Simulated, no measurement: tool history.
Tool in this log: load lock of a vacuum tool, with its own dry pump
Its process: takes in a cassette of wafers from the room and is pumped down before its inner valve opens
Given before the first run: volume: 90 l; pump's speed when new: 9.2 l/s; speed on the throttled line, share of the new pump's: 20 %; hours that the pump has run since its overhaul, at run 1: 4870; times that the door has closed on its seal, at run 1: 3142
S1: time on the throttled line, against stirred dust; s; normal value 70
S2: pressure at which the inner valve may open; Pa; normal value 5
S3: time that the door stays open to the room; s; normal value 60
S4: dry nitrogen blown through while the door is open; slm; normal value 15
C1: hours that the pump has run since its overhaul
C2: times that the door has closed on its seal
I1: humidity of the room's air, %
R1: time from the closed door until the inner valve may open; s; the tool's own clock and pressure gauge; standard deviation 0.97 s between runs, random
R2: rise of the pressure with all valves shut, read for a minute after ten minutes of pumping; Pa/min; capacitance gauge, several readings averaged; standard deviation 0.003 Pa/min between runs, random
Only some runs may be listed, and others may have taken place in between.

run,hour,S1,S2,S3,S4,C1,C2,I1,R1,R2
1,0.0,70,5,60,15,4870,3142,44.0,162.1,0.027
2,165.1,70,5,60,15,5035,3688,45.7,161.6,0.032
3,324.4,70,5,60,15,5195,4214,43.9,159.5,0.031
4,421.9,70,5,60,15,5292,4536,47.6,160.2,0.033
5,509.2,70,5,60,15,5379,4825,48.2,160.2,0.032
6,663.4,70,5,60,15,5534,5334,43.0,160.5,0.041
7,813.5,70,5,60,15,5684,5830,43.8,161.1,0.038
8,936.5,70,5,60,15,5807,6236,41.1,159.9,0.040
9,1103.3,70,5,60,15,5973,6787,47.2,160.0,0.035
10,1186.2,70,5,60,8,6056,7061,42.5,161.6,0.046
11,1307.3,70,5,60,15,6177,7461,46.2,161.8,0.040
12,1477.8,70,5,60,5,6348,8024,44.7,161.9,0.056
13,1623.1,45,5,60,15,6493,8504,45.8,142.8,0.047
14,1727.4,45,5,43,21,6598,8849,43.8,141.1,0.038
15,1876.8,45,5,43,21,6747,9343,47.1,142.7,0.043
16,1953.4,45,5,43,21,6824,9596,46.8,144.2,0.042
17,2091.4,45,5,136,21,6962,10052,45.3,144.3,0.064
18,2238.0,45,5,136,21,7108,10536,43.9,143.6,0.054
19,2339.4,99,5,28,17,7210,10871,43.4,186.4,0.045
20,2442.6,110,6,60,17,7313,11212,47.4,191.6,0.052
21,2593.8,73,9,124,20,7464,11711,41.1,157.1,0.063
22,2687.1,60,7,33,8,7557,12020,44.4,151.3,0.059
23,2779.0,47,10,33,8,7649,12323,44.0,137.4,0.063
24,2909.7,47,10,33,8,7780,12755,46.9,137.2,0.066
25,2980.1,86,4,204,33,7850,12987,46.5,179.5,0.061

Below are 4 alternative next runs, each starting from the tool's condition after run 25. Predict each:
A,3118.6,42,4,204,33,7989,13445,45.8,?,?
B,3118.6,58,5,60,15,7989,13445,47.3,?,?
C,3118.6,70,5,60,6,7989,13445,45.4,?,?
D,3118.6,46,8,60,15,7989,13445,48.4,?,?

run,R1,R2
A,145.4,0.073
B,155.2,0.067
C,165.0,0.074
D,139.0,0.065
With the hidden condition removed and each run's random variation left untouched, the same runs would have given:
run,R1,R2
A,134.7,0.028
B,144.9,0.022
C,155.0,0.029
D,129.1,0.020

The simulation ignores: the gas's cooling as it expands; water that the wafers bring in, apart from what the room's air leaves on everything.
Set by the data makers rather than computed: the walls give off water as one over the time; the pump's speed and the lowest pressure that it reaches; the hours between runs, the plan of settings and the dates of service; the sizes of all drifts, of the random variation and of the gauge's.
